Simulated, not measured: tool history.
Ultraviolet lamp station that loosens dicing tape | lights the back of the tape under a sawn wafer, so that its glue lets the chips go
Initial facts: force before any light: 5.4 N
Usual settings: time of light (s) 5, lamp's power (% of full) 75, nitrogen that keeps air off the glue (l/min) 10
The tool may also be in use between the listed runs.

run   hour  time of light (s)  lamp's power (% of full)  nitrogen that keeps air off the glue (l/min)  force that peels the tape off (N)  light that reached the tape (J/m2)
  1    0.0                  5                        75                                            10                              0.304                                2340
  2   17.7                  5                        75                                            10                              0.299                                2350
  3   36.2                  5                        75                                            10                              0.309                                2330
  4   47.6                  5                        75                                            10                              0.309                                2340
  5   59.5                  5                        75                                             9                              0.329                                2270
  6   80.1                  9                        75                                            10                              0.134                                4070
  7   89.5                  5                        75                                            10                              0.334                                2270
  8  105.7                  5                        75                                             7                              0.407                                2230
  9  125.0                  5                        75                                             7                              0.452                                2250
 10  147.4                  5                        75                                            10                              0.345                                2180
 11  161.3                  5                        75                                            10                              0.356                                2210
 12  174.9                  5                        75                                            10                              0.348                                2200
 13  195.4                  5                        75                                            10                              0.369                                2130
 14  215.1                  5                        75                                            10                              0.358                                2160
 15  231.6                  5                        75                                            10                              0.365                                2130
 16  250.6                  5                        75                                            10                              0.376                                2110
 17  270.8                  5                        75                                            10                              0.386                                2130
 18  285.9                  5                        75                                            10                              0.375                                2070
 19  299.2                  5                        75                                             4                              0.771                                2100
 20  311.2                  5                        75                                             4                              0.759                                2080
     330.9  -- window cleaned of glue's vapour
 21  334.3                  5                        75                                            10                              0.332                                2260
 22  355.8                  5                        75                                            10                              0.337                                2210
 23  373.2                  6                        72                                             4                              0.503                                2570
 24  387.3                  6                        71                                             4                              0.510                                2470
 25  409.4                  5                        81                                            11                              0.275                                2350
 26  421.9                  3                        92                                             5                              1.002                                1630
 27  434.0                  3                        92                                             5                              1.000                                1600
 28  445.5                  3                        81                                            16                              0.656                                1380
 29  457.4                  7                        67                                            17                              0.183                                2680
 30  476.6                  7                        77                                            17                              0.157                                2960
 31  487.3                  5                        75                                            12                              0.324                                2130
 32  507.0                  5                        75                                            12                              0.347                                2080
 33  527.5                  5                        75                                            12                              0.354                                2070
 34  545.1                  2                       100                                            10                              1.254                                1100
 35  565.2                  2                        83                                             8                              1.749                                 910
 36  586.2                  2                        83                                             8                              1.692                                 900
 37  601.2                  2                        83                                             6                              1.956                                 900
 38  617.5                  3                        83                                            13                              0.794                                1310
 39  630.5                  4                        91                                            12                              0.420                                1890
 40  651.4                  4                        91                                            12                              0.400                                1910
 41  664.5                  5                        69                                             9                              0.583                                1770
 42  676.2                  5                        69                                             9                              0.572                                1750
 43  686.0                  3                        75                                            17                              0.906                                1140
     691.5  -- window cleaned of glue's vapour
 44  706.2                  2                        62                                            17                              1.699                                 750

Alternative continuations, all from the tool just after run 44; predict every row:
  A  721.9                  5                        86                                             5                                  ?                                   ?
  B  721.9                  2                        64                                            17                                  ?                                   ?
  C  721.9                  2                        62                                            19                                  ?                                   ?

run  force that peels the tape off (N)  light that reached the tape (J/m2)
  A                              0.458                                2440
  B                              1.621                                 750
  C                              1.691                                 700
What these runs would have given with no unlogged condition in the tool:
run  force that peels the tape off (N)  light that reached the tape (J/m2)
  A                              0.310                                2960
  B                              1.279                                 900
  C                              1.336                                 850
